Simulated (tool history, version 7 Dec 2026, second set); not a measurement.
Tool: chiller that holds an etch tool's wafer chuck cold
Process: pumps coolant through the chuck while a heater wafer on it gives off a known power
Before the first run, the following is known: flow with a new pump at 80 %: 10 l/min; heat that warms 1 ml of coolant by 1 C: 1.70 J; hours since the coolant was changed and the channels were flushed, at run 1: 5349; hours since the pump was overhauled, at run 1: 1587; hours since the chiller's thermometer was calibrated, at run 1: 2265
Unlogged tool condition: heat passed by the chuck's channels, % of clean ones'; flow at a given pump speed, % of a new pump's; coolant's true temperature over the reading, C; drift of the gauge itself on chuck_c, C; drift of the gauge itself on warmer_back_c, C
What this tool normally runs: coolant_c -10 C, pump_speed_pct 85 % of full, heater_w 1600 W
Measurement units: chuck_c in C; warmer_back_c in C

run,hour,coolant_c,pump_speed_pct,heater_w,hours since the coolant was changed and the channels were flushed,hours since the pump was overhauled,hours since the chiller's thermometer was calibrated,chuck_c,warmer_back_c
1,0,-10,85,1600,5349,1587,2265,3.5,5.34
2,84.9,-10,85,1600,5434,1672,2350,3.4,5.29
3,140.4,-10,85,1600,5490,1727,2406,3.2,5.32
# hour 173.1: coolant changed, channels flushed
4,244.7,-10,85,2259,72,1825,2504,8.7,7.54
5,325.3,-10,85,2259,152,1906,2585,8.7,7.56
6,396.9,-10,85,1118,224,1978,2656,-0.7,3.73
7,519.5,-10,85,1600,346,2100,2779,3.2,5.32
8,598.9,-10,85,1600,426,2180,2858,3.3,5.28
# hour 626.3: chiller's thermometer calibrated
9,726.3,-10,85,1600,552,2306,100,3.1,5.39
10,825.4,-7,85,1600,651,2405,199,6.3,5.33
11,922.5,-7,85,1600,748,2502,296,6.2,5.33
12,1015.6,-7,85,1663,842,2595,389,7,5.6
13,1071.3,-8,85,1600,897,2651,445,5.1,5.37
14,1148.9,-8,85,1600,975,2729,523,5.4,5.41
15,1214.2,-8,85,1600,1040,2794,588,5.2,5.42
16,1302.1,-8,85,1600,1128,2882,676,5.1,5.39
17,1422.5,-8,85,1600,1248,3002,796,5.2,5.41
18,1531,-8,85,1600,1357,3111,905,5.2,5.39
19,1621.6,-8,85,1600,1448,3201,995,5.2,5.5
20,1726.6,-8,85,1600,1552,3306,1100,5.1,5.35
21,1800.7,0,82,2132,1627,3380,1174,17.9,7.47
22,1881.9,-7,82,802,1708,3462,1256,-0.2,2.92
23,1982.9,-7,82,802,1809,3563,1357,-0.3,2.89
24,2034.4,-6,67,2354,1860,3614,1408,16.4,10.18
25,2137.9,-10,85,1687,1964,3718,1512,4.2,5.74
26,2232.1,-10,75,1977,2058,3812,1606,7.7,7.7
27,2356.8,-10,91,2201,2183,3937,1731,7.7,6.96
28,2471,-18,78,933,2297,4051,1845,-9.8,3.53
29,2540.2,-17,73,2304,2366,4120,1914,3.9,9.12
30,2603,-4,68,802,2429,4183,1977,3.6,3.62
31,2670.9,-10,85,1547,2497,4251,2045,2.8,5.28
32,2789.2,-10,85,1547,2615,4369,2163,2.8,5.26
33,2883.3,-10,80,1669,2709,4463,2257,4.3,6.07

Below are 3 alternative next runs, each starting from the tool's condition after run 33. Predict each:
A,2961.6,-10,85,1622,2788,4541,2335,?,?
B,2961.6,-7,64,1147,2788,4541,2335,?,?
C,2961.6,-10,85,863,2788,4541,2335,?,?

run,chuck_c,warmer_back_c
A,3.3,5.58
B,4.2,5.31
C,-2.9,3.09
Without the tool's unlogged condition, the same runs would have read:
run,chuck_c,warmer_back_c
A,3.3,5.36
B,4.2,5.09
C,-2.9,2.87

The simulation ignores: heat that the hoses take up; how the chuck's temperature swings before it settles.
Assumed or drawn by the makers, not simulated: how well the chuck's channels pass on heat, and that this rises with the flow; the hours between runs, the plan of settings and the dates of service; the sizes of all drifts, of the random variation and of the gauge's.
